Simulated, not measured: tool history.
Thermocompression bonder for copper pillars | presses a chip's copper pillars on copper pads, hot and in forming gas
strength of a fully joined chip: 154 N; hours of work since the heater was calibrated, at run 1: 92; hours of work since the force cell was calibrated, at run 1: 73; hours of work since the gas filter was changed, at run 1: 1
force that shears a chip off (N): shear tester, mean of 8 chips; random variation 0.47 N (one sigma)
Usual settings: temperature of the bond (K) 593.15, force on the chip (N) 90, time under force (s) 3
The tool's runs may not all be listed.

run   hour  temperature of the bond (K)  force on the chip (N)  time under force (s)  hours of work since the heater was calibrated  hours of work since the force cell was calibrated  hours of work since the gas filter was changed  force that shears a chip off (N)
  1      0                       593.15                     90                     3                                             92                                                 73                                               1                              68.6
  2    6.6                       593.15                     90                     3                                             94                                                 75                                               4                              68.2
  3   11.1                       593.15                     90                     2                                             96                                                 77                                               6                              57.7
  4   18.3                       593.15                     90                     2                                             99                                                 80                                               9                              58.8
  5   27.4                       593.15                     90                     2                                            103                                                 84                                              13                              58.1
  6   35.6                       593.15                     90                     2                                            106                                                 87                                              16                              58.5
  7   39.8                       593.15                     90                     2                                            108                                                 89                                              18                                58
  8   46.9                       593.15                     90                     2                                            111                                                 92                                              21                              58.8
  9   54.7                       593.15                     90                     2                                            114                                                 95                                              24                              58.1
 10   60.3                       593.15                     90                     2                                            117                                                 98                                              26                                58
 11   65.1                       593.15                     90                     2                                            119                                                100                                              28                                57
 12   71.2                       593.15                     90                     3                                            121                                                102                                              31                              67.6
 13   79.3                       608.15                     90                     3                                            125                                                106                                              34                              79.4
 14   87.9                       593.15                     90                     3                                            128                                                109                                              38                              67.3
 15   97.2                       593.15                     90                     3                                            132                                                113                                              42                              67.7
 16  107.7                       593.15                    102                     3                                            137                                                118                                              46                              76.3
 17  117.7                       617.15                     90                     3                                            141                                                122                                              50                              86.8
 18  124.8                       617.15                     90                     3                                            144                                                125                                              53                                85
 19  134.6                       617.15                     90                     3                                            148                                                129                                              57                              86.5
 20  141.6                       617.15                     90                     3                                            151                                                132                                              60                              85.4
 21  151.6                       617.15                     90                     3                                            155                                                136                                              64                              86.4
 22  157.4                       587.15                     90                     3                                            157                                                138                                              67                              61.9
 23  162.4                       604.15                     90                     7                                            159                                                140                                              69                              97.7
 24  169.1                       593.15                    110                     8                                            162                                                143                                              72                             108.5
 25  178.9                       582.15                     93                     5                                            166                                                147                                              76                              72.7
 26  187.1                       593.15                    117                     2                                            170                                                151                                              79                              74.9
 27  194.9                       619.15                    128                     7                                            173                                                154                                              82                             132.9
 28  200.5                       590.15                     80                     4                                            175                                                156                                              85                              62.9
 29  205.2                       605.15                     97                     8                                            177                                                158                                              87                             107.8
 30  212.9                       605.15                     97                     5                                            180                                                161                                              90                              94.4
 31  220.9                       582.15                    108                     7                                            184                                                165                                              93                              92.7
 32    228                       582.15                     85                     6                                            187                                                168                                              96                              70.8
 33  234.4                       592.15                     58                     9                                            189                                                170                                              99                                62
 34  243.8                       620.15                     95                     3                                            193                                                174                                             103                              91.9
 35  254.3                       599.15                     68                     5                                            198                                                179                                             107                              63.9
 36  263.8                       599.15                     90                     5                                            202                                                183                                             111                              83.1
 37  271.1                       565.15                     90                     3                                            205                                                186                                             114                              45.3
 38  278.4                       573.15                     90                     8                                            208                                                189                                             117                              73.9
 39  284.1                       584.15                     90                     8                                            210                                                191                                             120                              83.4

Measured less the same run without the tool's hidden state. The same run-to-run variation is in both; the gauge's scatter may not be:
The hidden state here: true temperature of the bond over the reading, C; force that reaches the chip, % of what is set; oxide that the forming gas leaves, % of the face; drift of the gauge itself on shear_n, %.
run  force that shears a chip off (N)
  1                              -1.3
  2                              -1.3
  3                              -1.1
  4                              -1.2
  5                              -1.3
  6                              -1.3
  7                              -1.4
  8                              -1.5
  9                              -1.6
 10                              -1.6
 11                              -1.6
 12                              -1.8
 13                                -2
 14                                -2
 15                              -2.1
 16                              -2.4
 17                              -2.4
 18                              -2.4
 19                              -2.6
 20                              -2.6
 21                              -2.7
 22                              -2.6
 23                              -3.1
 24                              -3.4
 25                              -3.1
 26                              -3.1
 27                              -3.1
 28                              -2.9
 29                              -3.7
 30                              -3.6
 31                              -3.9
 32                              -3.5
 33                              -3.2
 34                              -3.8
 35                              -3.3
 36                                -4
 37                                -3
 38                              -4.3
 39                              -4.4

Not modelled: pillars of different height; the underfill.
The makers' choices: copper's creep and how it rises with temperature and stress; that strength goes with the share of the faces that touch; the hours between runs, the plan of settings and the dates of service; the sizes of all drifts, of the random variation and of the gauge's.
